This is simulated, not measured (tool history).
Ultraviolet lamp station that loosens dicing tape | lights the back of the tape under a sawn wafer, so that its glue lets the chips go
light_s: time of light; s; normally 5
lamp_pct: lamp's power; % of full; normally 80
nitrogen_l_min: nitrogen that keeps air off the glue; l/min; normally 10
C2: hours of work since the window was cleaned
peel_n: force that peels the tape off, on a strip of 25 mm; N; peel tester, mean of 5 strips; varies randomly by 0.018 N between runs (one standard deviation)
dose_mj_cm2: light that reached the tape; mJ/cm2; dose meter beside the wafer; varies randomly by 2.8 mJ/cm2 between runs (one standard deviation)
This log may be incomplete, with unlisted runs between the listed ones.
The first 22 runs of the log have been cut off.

Run 23, hour 556.2: usual settings but lamp_pct 69 % of full; hours of work of the lamp 483; C2 447. Result: peel_n 1.705 N, dose_mj_cm2 285 mJ/cm2.
Run 24, hour 589.2: usual settings but lamp_pct 69 % of full; hours of work of the lamp 504; C2 468. Result: peel_n 1.721 N, dose_mj_cm2 279 mJ/cm2.
Run 25, hour 620.8: usual settings but light_s 4 s, lamp_pct 69 % of full; hours of work of the lamp 524; C2 488. Result: peel_n 2.418 N, dose_mj_cm2 223 mJ/cm2.
Run 26, hour 638.4: usual settings but lamp_pct 73 % of full; hours of work of the lamp 535; C2 500. Result: peel_n 1.472 N, dose_mj_cm2 291 mJ/cm2.
Run 27, hour 656.7: usual settings but light_s 2 s, lamp_pct 69 % of full, nitrogen_l_min 4 l/min; hours of work of the lamp 546; C2 511. Result: peel_n 6.376 N, dose_mj_cm2 112 mJ/cm2.
Run 28, hour 674.3: usual settings but lamp_pct 64 % of full, nitrogen_l_min 14 l/min; hours of work of the lamp 558; C2 522. Result: peel_n 1.644 N, dose_mj_cm2 256 mJ/cm2.
Run 29, hour 698.4: usual settings but lamp_pct 64 % of full, nitrogen_l_min 14 l/min; hours of work of the lamp 573; C2 538. Result: peel_n 1.703 N, dose_mj_cm2 256 mJ/cm2.
At hour 701.7: window cleaned of glue's vapour.
Run 30, hour 734.4: usual settings but light_s 2 s, lamp_pct 64 % of full; hours of work of the lamp 596; C2 21. Result: peel_n 5.458 N, dose_mj_cm2 98 mJ/cm2.
Run 31, hour 758.4: usual settings but light_s 7 s, lamp_pct 64 % of full, nitrogen_l_min 13 l/min; hours of work of the lamp 611; C2 36. Result: peel_n 0.965 N, dose_mj_cm2 341 mJ/cm2.
At hour 779.7: window cleaned of glue's vapour, once more.
Run 32, hour 782.8: usual settings but light_s 2 s, lamp_pct 73 % of full, nitrogen_l_min 13 l/min; hours of work of the lamp 626; C2 2. Result: peel_n 4.277 N, dose_mj_cm2 127 mJ/cm2.
Run 33, hour 812.1: usual settings but light_s 6 s, lamp_pct 73 % of full, nitrogen_l_min 11 l/min; hours of work of the lamp 645; C2 21. Result: peel_n 0.893 N, dose_mj_cm2 369 mJ/cm2.
Run 34, hour 836.7: usual settings but light_s 6 s, lamp_pct 73 % of full, nitrogen_l_min 11 l/min; hours of work of the lamp 660; C2 36. Result: peel_n 0.944 N, dose_mj_cm2 366 mJ/cm2.
Run 35, hour 861.9: usual settings but light_s 6 s, lamp_pct 73 % of full, nitrogen_l_min 11 l/min; hours of work of the lamp 676; C2 52. Result: peel_n 0.935 N, dose_mj_cm2 371 mJ/cm2.
Run 36, hour 892.3: usual settings but light_s 6 s, lamp_pct 71 % of full, nitrogen_l_min 5 l/min; hours of work of the lamp 695; C2 72. Result: peel_n 1.773 N, dose_mj_cm2 350 mJ/cm2.
Run 37, hour 914.0: usual settings but light_s 3 s, nitrogen_l_min 9 l/min; hours of work of the lamp 709; C2 85. Result: peel_n 3.091 N, dose_mj_cm2 199 mJ/cm2.
Run 38, hour 937.2: usual settings but light_s 3 s, nitrogen_l_min 9 l/min; hours of work of the lamp 724; C2 100. Result: peel_n 3.004 N, dose_mj_cm2 198 mJ/cm2.
Run 39, hour 971.4: usual settings but light_s 10 s, nitrogen_l_min 3 l/min; hours of work of the lamp 746; C2 122. Result: peel_n 0.771 N, dose_mj_cm2 649 mJ/cm2.
Run 40, hour 991.3: usual settings but light_s 3 s, lamp_pct 69 % of full, nitrogen_l_min 13 l/min; hours of work of the lamp 758; C2 134. Result: peel_n 3.206 N, dose_mj_cm2 173 mJ/cm2.
Run 41, hour 1025.0: usual settings but light_s 3 s, lamp_pct 63 % of full, nitrogen_l_min 12 l/min; hours of work of the lamp 780; C2 156. Result: peel_n 3.545 N, dose_mj_cm2 149 mJ/cm2.
Run 42, hour 1056.6: usual settings but light_s 2 s, lamp_pct 92 % of full, nitrogen_l_min 12 l/min; hours of work of the lamp 800; C2 176. Result: peel_n 3.877 N, dose_mj_cm2 148 mJ/cm2.
Run 43, hour 1081.9: usual settings but light_s 8 s, lamp_pct 89 % of full, nitrogen_l_min 4 l/min; hours of work of the lamp 816; C2 192. Result: peel_n 0.804 N, dose_mj_cm2 565 mJ/cm2.
Run 44, hour 1103.6: usual settings but light_s 7 s, lamp_pct 89 % of full, nitrogen_l_min 4 l/min; hours of work of the lamp 830; C2 206. Result: peel_n 1.145 N, dose_mj_cm2 489 mJ/cm2.

Predict each of these 3 candidate next runs independently; none follows another, all start after run 44:
Run A, hour 1126.0: usual settings but light_s 7 s, lamp_pct 89 % of full, nitrogen_l_min 5 l/min; hours of work of the lamp 844; C2 220. Result: peel_n ?, dose_mj_cm2 ?.
Run B, hour 1126.0: usual settings but light_s 7 s, lamp_pct 77 % of full, nitrogen_l_min 4 l/min; hours of work of the lamp 844; C2 220. Result: peel_n ?, dose_mj_cm2 ?.
Run C, hour 1126.0: usual settings but light_s 7 s, lamp_pct 69 % of full, nitrogen_l_min 7 l/min; hours of work of the lamp 844; C2 220. Result: peel_n ?, dose_mj_cm2 ?.

run  peel_n  dose_mj_cm2
  A   0.947          484
  B   1.583          419
  C   1.249          378
What these runs would have given with no unlogged condition in the tool:
run  peel_n  dose_mj_cm2
  A   0.535          614
  B   0.975          532
  C   0.741          480
